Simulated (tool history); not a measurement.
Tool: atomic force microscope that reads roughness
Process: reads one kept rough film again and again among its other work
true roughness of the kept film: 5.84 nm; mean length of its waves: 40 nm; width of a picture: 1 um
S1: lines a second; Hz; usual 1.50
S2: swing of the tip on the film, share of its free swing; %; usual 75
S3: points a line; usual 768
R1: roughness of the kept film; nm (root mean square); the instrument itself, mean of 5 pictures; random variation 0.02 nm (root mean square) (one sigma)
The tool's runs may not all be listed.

Run 1, hour 0.0: usual settings. Result: R1 4.451 nm (root mean square).
Run 2, hour 14.9: usual settings. Result: R1 4.383 nm (root mean square).
Run 3, hour 26.0: usual settings. Result: R1 4.324 nm (root mean square).
Run 4, hour 37.3: usual settings. Result: R1 4.290 nm (root mean square).
Run 5, hour 52.9: usual settings but S3 410. Result: R1 4.186 nm (root mean square).
Run 6, hour 67.8: usual settings but S3 613. Result: R1 4.095 nm (root mean square).
Run 7, hour 83.0: usual settings but S3 627. Result: R1 4.037 nm (root mean square).
Run 8, hour 93.3: usual settings but S3 627. Result: R1 3.979 nm (root mean square).
Run 9, hour 104.7: usual settings but S1 1.41 Hz, S2 63 %. Result: R1 4.084 nm (root mean square).
Run 10, hour 112.8: usual settings but S1 1.41 Hz, S2 89 %, S3 945. Result: R1 3.662 nm (root mean square).
Run 11, hour 124.4: usual settings but S1 1.41 Hz, S2 89 %, S3 945. Result: R1 3.647 nm (root mean square).
At hour 127.9: new tip fitted.
Run 12, hour 136.6: usual settings but S1 1.14 Hz, S3 608. Result: R1 4.901 nm (root mean square).
Run 13, hour 154.2: usual settings but S1 1.14 Hz, S3 608. Result: R1 4.776 nm (root mean square).
Run 14, hour 168.9: usual settings but S2 55 %, S3 796. Result: R1 4.875 nm (root mean square).

Forecast run 15:
Run 15, hour 184.3: usual settings but S1 3.50 Hz, S2 88 %, S3 467. Result: R1 ?.

{"run 15": {"R1": 3.686}}
Without the tool's hidden state the same run would have given R1 4.041 nm (root mean square).
